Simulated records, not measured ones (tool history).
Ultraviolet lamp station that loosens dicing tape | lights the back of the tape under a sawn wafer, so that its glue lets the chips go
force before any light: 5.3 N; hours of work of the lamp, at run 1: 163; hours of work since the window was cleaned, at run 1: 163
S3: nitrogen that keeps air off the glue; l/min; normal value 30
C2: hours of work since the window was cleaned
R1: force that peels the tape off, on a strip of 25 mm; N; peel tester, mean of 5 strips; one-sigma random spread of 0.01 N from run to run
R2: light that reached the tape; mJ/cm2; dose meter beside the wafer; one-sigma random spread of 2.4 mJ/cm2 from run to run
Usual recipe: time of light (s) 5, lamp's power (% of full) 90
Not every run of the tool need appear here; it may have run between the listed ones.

run 1 day=0.000 | time_of_light_(s)=5 lamp's_power_(%_of_full)=90 S3=30 | hours_of_work_of_the_lamp=163 C2=163 | R1=0.479 R2=253
run 2 day=1.012 | time_of_light_(s)=5 lamp's_power_(%_of_full)=90 S3=30 | hours_of_work_of_the_lamp=174 C2=174 | R1=0.480 R2=251
run 3 day=2.004 | time_of_light_(s)=5 lamp's_power_(%_of_full)=90 S3=30 | hours_of_work_of_the_lamp=185 C2=185 | R1=0.463 R2=255
run 4 day=2.983 | time_of_light_(s)=5 lamp's_power_(%_of_full)=90 S3=30 | hours_of_work_of_the_lamp=195 C2=195 | R1=0.470 R2=249
run 5 day=3.538 | time_of_light_(s)=5 lamp's_power_(%_of_full)=90 S3=30 | hours_of_work_of_the_lamp=201 C2=201 | R1=0.504 R2=250
run 6 day=4.596 | time_of_light_(s)=5 lamp's_power_(%_of_full)=90 S3=30 | hours_of_work_of_the_lamp=212 C2=212 | R1=0.503 R2=248
run 7 day=5.596 | time_of_light_(s)=5 lamp's_power_(%_of_full)=90 S3=30 | hours_of_work_of_the_lamp=223 C2=223 | R1=0.485 R2=246
run 8 day=6.296 | time_of_light_(s)=5 lamp's_power_(%_of_full)=90 S3=30 | hours_of_work_of_the_lamp=231 C2=231 | R1=0.496 R2=249
run 9 day=6.942 | time_of_light_(s)=5 lamp's_power_(%_of_full)=90 S3=30 | hours_of_work_of_the_lamp=238 C2=238 | R1=0.527 R2=248
run 10 day=7.571 | time_of_light_(s)=5 lamp's_power_(%_of_full)=90 S3=30 | hours_of_work_of_the_lamp=244 C2=244 | R1=0.536 R2=245
run 11 day=8.442 | time_of_light_(s)=5 lamp's_power_(%_of_full)=90 S3=30 | hours_of_work_of_the_lamp=254 C2=254 | R1=0.484 R2=246
run 12 day=9.133 | time_of_light_(s)=5 lamp's_power_(%_of_full)=90 S3=30 | hours_of_work_of_the_lamp=261 C2=261 | R1=0.486 R2=245
-- day=9.246 window cleaned of glue's vapour
run 13 day=10.117 | time_of_light_(s)=5 lamp's_power_(%_of_full)=90 S3=30 | hours_of_work_of_the_lamp=271 C2=9 | R1=0.508 R2=239
run 14 day=11.046 | time_of_light_(s)=5 lamp's_power_(%_of_full)=90 S3=30 | hours_of_work_of_the_lamp=281 C2=19 | R1=0.513 R2=243
run 15 day=11.629 | time_of_light_(s)=5 lamp's_power_(%_of_full)=90 S3=19 | hours_of_work_of_the_lamp=288 C2=26 | R1=0.628 R2=242
run 16 day=12.783 | time_of_light_(s)=5 lamp's_power_(%_of_full)=90 S3=19 | hours_of_work_of_the_lamp=300 C2=38 | R1=0.638 R2=240
run 17 day=13.408 | time_of_light_(s)=5 lamp's_power_(%_of_full)=90 S3=19 | hours_of_work_of_the_lamp=307 C2=45 | R1=0.657 R2=235
run 18 day=14.342 | time_of_light_(s)=5 lamp's_power_(%_of_full)=90 S3=19 | hours_of_work_of_the_lamp=317 C2=55 | R1=0.646 R2=239
run 19 day=15.229 | time_of_light_(s)=5 lamp's_power_(%_of_full)=65 S3=45 | hours_of_work_of_the_lamp=326 C2=64 | R1=0.787 R2=170
-- day=15.996 window cleaned of glue's vapour, once more
run 20 day=16.338 | time_of_light_(s)=6 lamp's_power_(%_of_full)=70 S3=22 | hours_of_work_of_the_lamp=338 C2=4 | R1=0.621 R2=236
run 21 day=17.117 | time_of_light_(s)=6 lamp's_power_(%_of_full)=71 S3=10 | hours_of_work_of_the_lamp=346 C2=12 | R1=0.899 R2=239
run 22 day=18.079 | time_of_light_(s)=3 lamp's_power_(%_of_full)=71 S3=10 | hours_of_work_of_the_lamp=357 C2=22 | R1=2.110 R2=118
run 23 day=18.854 | time_of_light_(s)=3 lamp's_power_(%_of_full)=71 S3=10 | hours_of_work_of_the_lamp=365 C2=31 | R1=2.030 R2=118
run 24 day=19.996 | time_of_light_(s)=3 lamp's_power_(%_of_full)=71 S3=10 | hours_of_work_of_the_lamp=377 C2=43 | R1=2.062 R2=117
run 25 day=21.283 | time_of_light_(s)=3 lamp's_power_(%_of_full)=71 S3=10 | hours_of_work_of_the_lamp=391 C2=57 | R1=2.034 R2=119
run 26 day=22.408 | time_of_light_(s)=6 lamp's_power_(%_of_full)=65 S3=30 | hours_of_work_of_the_lamp=403 C2=69 | R1=0.638 R2=211
run 27 day=23.517 | time_of_light_(s)=7 lamp's_power_(%_of_full)=66 S3=9 | hours_of_work_of_the_lamp=415 C2=81 | R1=0.844 R2=250
run 28 day=24.346 | time_of_light_(s)=3 lamp's_power_(%_of_full)=78 S3=20 | hours_of_work_of_the_lamp=424 C2=90 | R1=1.630 R2=129
run 29 day=25.533 | time_of_light_(s)=3 lamp's_power_(%_of_full)=78 S3=20 | hours_of_work_of_the_lamp=437 C2=102 | R1=1.552 R2=129
run 30 day=26.412 | time_of_light_(s)=9 lamp's_power_(%_of_full)=71 S3=41 | hours_of_work_of_the_lamp=446 C2=112 | R1=0.279 R2=336
run 31 day=27.083 | time_of_light_(s)=5 lamp's_power_(%_of_full)=73 S3=17 | hours_of_work_of_the_lamp=454 C2=119 | R1=0.917 R2=196

Some steps in R1, run to run, broken into two amounts with sign: the step expected even without the hidden condition (settings, incoming material, random variation), and the rest, left for the hidden condition together with whatever gauge scatter is not in both the measured and the hidden-condition-free result:
Hidden state at play: lamp's light, % of a new lamp's; light that the window lets through, % of a clean one's; drift of the gauge itself on peel_n, %; drift of the gauge itself on dose_mj_cm2, %.
Run 21 -> 22: time of light (s) 6 -> 3. R1 +1.211 N: hidden state +0.050, all else +1.161.
Run 25 -> 26: time of light (s) 3 -> 6, lamp's power (% of full) 71 -> 65, S3 10 -> 30. R1 -1.396 N: hidden state -0.074, all else -1.322.
Run 29 -> 30: time of light (s) 3 -> 9, lamp's power (% of full) 78 -> 71, S3 20 -> 41. R1 -1.273 N: hidden state -0.157, all else -1.116.
Run 30 -> 31: time of light (s) 9 -> 5, lamp's power (% of full) 71 -> 73, S3 41 -> 17. R1 +0.638 N: hidden state +0.118, all else +0.520.

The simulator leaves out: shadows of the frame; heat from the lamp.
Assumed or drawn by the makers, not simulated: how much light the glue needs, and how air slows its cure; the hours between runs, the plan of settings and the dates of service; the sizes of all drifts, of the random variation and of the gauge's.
